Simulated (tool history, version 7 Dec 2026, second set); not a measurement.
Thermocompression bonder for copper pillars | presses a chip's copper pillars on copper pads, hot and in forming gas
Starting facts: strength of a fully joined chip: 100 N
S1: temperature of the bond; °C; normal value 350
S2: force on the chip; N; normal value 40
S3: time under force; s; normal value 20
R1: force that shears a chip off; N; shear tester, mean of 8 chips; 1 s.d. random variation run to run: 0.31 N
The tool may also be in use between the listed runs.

run 1 hour=0 | S1=350 S2=40 S3=20 | R1=41.8
run 2 hour=7.3 | S1=350 S2=40 S3=20 | R1=42.8
run 3 hour=15.6 | S1=350 S2=40 S3=20 | R1=42.6
run 4 hour=27 | S1=333 S2=40 S3=20 | R1=36.4
run 5 hour=35.9 | S1=333 S2=40 S3=20 | R1=36.7
run 6 hour=41.8 | S1=333 S2=40 S3=20 | R1=36.6
run 7 hour=52.1 | S1=333 S2=40 S3=20 | R1=37.7
run 8 hour=64.7 | S1=333 S2=40 S3=20 | R1=36.5
run 9 hour=78.5 | S1=333 S2=40 S3=20 | R1=36.5
-- hour=86.4 heater calibrated with a thermocouple chip
run 10 hour=90.8 | S1=350 S2=40 S3=18 | R1=40.8
run 11 hour=98.8 | S1=350 S2=40 S3=18 | R1=41.1
run 12 hour=109.3 | S1=353 S2=40 S3=18 | R1=42
run 13 hour=115.1 | S1=353 S2=40 S3=18 | R1=42.1
run 14 hour=128.5 | S1=350 S2=40 S3=20 | R1=43.2
run 15 hour=141.8 | S1=350 S2=40 S3=20 | R1=42.8
run 16 hour=149.7 | S1=350 S2=40 S3=20 | R1=42.8
run 17 hour=161.8 | S1=350 S2=40 S3=10 | R1=32.7
run 18 hour=172 | S1=350 S2=40 S3=20 | R1=43.5
run 19 hour=182.8 | S1=363 S2=40 S3=20 | R1=47.2
run 20 hour=194.4 | S1=363 S2=40 S3=41 | R1=60.3
run 21 hour=200.8 | S1=367 S2=40 S3=20 | R1=48.7
run 22 hour=214.1 | S1=367 S2=40 S3=20 | R1=49.3
run 23 hour=223.3 | S1=377 S2=30 S3=20 | R1=38.5
run 24 hour=234.4 | S1=377 S2=30 S3=20 | R1=39.3
run 25 hour=244.8 | S1=377 S2=30 S3=20 | R1=39.2
run 26 hour=255.9 | S1=333 S2=34 S3=20 | R1=30.5
run 27 hour=267 | S1=367 S2=34 S3=20 | R1=41.3
run 28 hour=273.8 | S1=368 S2=40 S3=12 | R1=40.8
run 29 hour=280.4 | S1=368 S2=40 S3=12 | R1=41.4
run 30 hour=286.1 | S1=368 S2=40 S3=12 | R1=41.2
run 31 hour=292.7 | S1=350 S2=35 S3=20 | R1=37.3
run 32 hour=305.6 | S1=350 S2=39 S3=20 | R1=41.6
run 33 hour=315.3 | S1=370 S2=56 S3=20 | R1=66.8
run 34 hour=328.7 | S1=330 S2=26 S3=23 | R1=22.9
run 35 hour=337.8 | S1=330 S2=26 S3=23 | R1=22.5
run 36 hour=349.9 | S1=325 S2=27 S3=23 | R1=22.8
run 37 hour=358.6 | S1=372 S2=40 S3=11 | R1=40.2
run 38 hour=365 | S1=372 S2=40 S3=11 | R1=40.2
run 39 hour=374 | S1=372 S2=40 S3=13 | R1=43.2

Branching from run 39: 5 alternative next runs. What would each branch give?
run A hour=381.3 | S1=328 S2=58 S3=15 | R1=?
run B hour=381.3 | S1=377 S2=40 S3=13 | R1=?
run C hour=381.3 | S1=353 S2=47 S3=19 | R1=?
run D hour=381.3 | S1=372 S2=58 S3=13 | R1=?
run E hour=381.3 | S1=372 S2=30 S3=26 | R1=?

run=A R1=47.6
run=B R1=45
run=C R1=50.4
run=D R1=60.9
run=E R1=41.7
With the hidden condition removed and each run's random variation left untouched, the same runs would have given:
run=A R1=47.8
run=B R1=45.2
run=C R1=50.5
run=D R1=61.1
run=E R1=41.8
